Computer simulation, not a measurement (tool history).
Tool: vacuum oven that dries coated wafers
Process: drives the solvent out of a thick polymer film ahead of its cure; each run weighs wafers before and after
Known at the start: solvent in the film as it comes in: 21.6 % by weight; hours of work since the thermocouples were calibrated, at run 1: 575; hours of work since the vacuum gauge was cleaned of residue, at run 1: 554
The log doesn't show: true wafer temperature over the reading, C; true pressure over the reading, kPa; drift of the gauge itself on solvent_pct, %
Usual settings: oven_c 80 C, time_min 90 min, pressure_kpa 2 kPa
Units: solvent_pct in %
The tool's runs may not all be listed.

run,day,oven_c,time_min,pressure_kpa,hours of work since the thermocouples were calibrated,hours of work since the vacuum gauge was cleaned of residue,solvent_pct
1,0,80,90,2,575,554,2.84
2,0.692,80,90,2,585,563,2.83
3,1.3,80,90,1.67,593,572,2.77
4,2.375,80,90,1.67,608,586,2.73
5,3.254,80,90,2,620,598,2.78
# day 3.867: oven's thermocouples calibrated
6,4.608,80,90,2,10,616,2.51
7,5.708,80,90,2,25,631,2.52
8,6.738,80,90,2,39,645,2.52
9,7.696,80,90,2.99,52,658,2.85
10,8.8,80,108,2.99,67,673,2.18
# day 9.725: oven's thermocouples calibrated, once more
11,10.004,80,108,2.99,4,688,2.83
12,10.929,80,90,2,16,701,3.33
13,12.05,80,90,2,32,716,3.23
14,12.762,80,90,2,41,726,3.29
15,13.562,80,90,2,52,737,3.31
16,14.779,80,90,1.51,69,753,3.13
17,15.854,80,90,2.59,84,768,3.5
18,17.175,80,90,2.59,102,786,3.43
19,18.346,80,90,2.59,118,802,3.37
20,19.038,80,90,2.59,127,811,3.46
21,19.725,80,90,2.37,136,821,3.34
22,20.283,92,68,2,144,828,1.05
23,20.879,80,90,1.01,152,836,2.84
24,22.2,80,90,7.59,170,854,5.1
25,23.321,80,55,3.64,185,870,6.5
26,24.421,73,132,5.2,200,885,5.54
27,25.279,94,142,2,212,896,0.53
28,26.333,75,142,2.22,227,911,3.12
29,27.379,94,140,1.29,241,925,0.44
30,28.458,90,129,1.45,256,940,0.52
31,29.496,92,55,1.45,270,954,1.38
32,30.5,92,55,1.45,283,968,1.35
33,31.367,92,55,1.45,295,979,1.39
34,32.004,73,118,1.45,304,988,4.51
35,32.867,71,126,5.7,316,1000,6.97
36,33.633,71,126,5.7,326,1010,6.86
37,34.512,70,114,5.7,338,1022,7.9
38,35.438,80,129,1.18,351,1035,1.59

The same runs without the tool's hidden state, with the same run-to-run variation:
run,solvent_pct
1,3.19
2,3.18
3,3.12
4,3.09
5,3.15
6,3.12
7,3.15
8,3.16
9,3.51
10,2.7
11,2.68
12,3.18
13,3.09
14,3.15
15,3.18
16,3.01
17,3.39
18,3.32
19,3.27
20,3.37
21,3.26
22,0.99
23,2.76
24,5.03
25,6.47
26,5.47
27,0.45
28,3.05
29,0.36
30,0.44
31,1.35
32,1.33
33,1.38
34,4.52
35,6.99
36,6.89
37,7.95
38,1.55
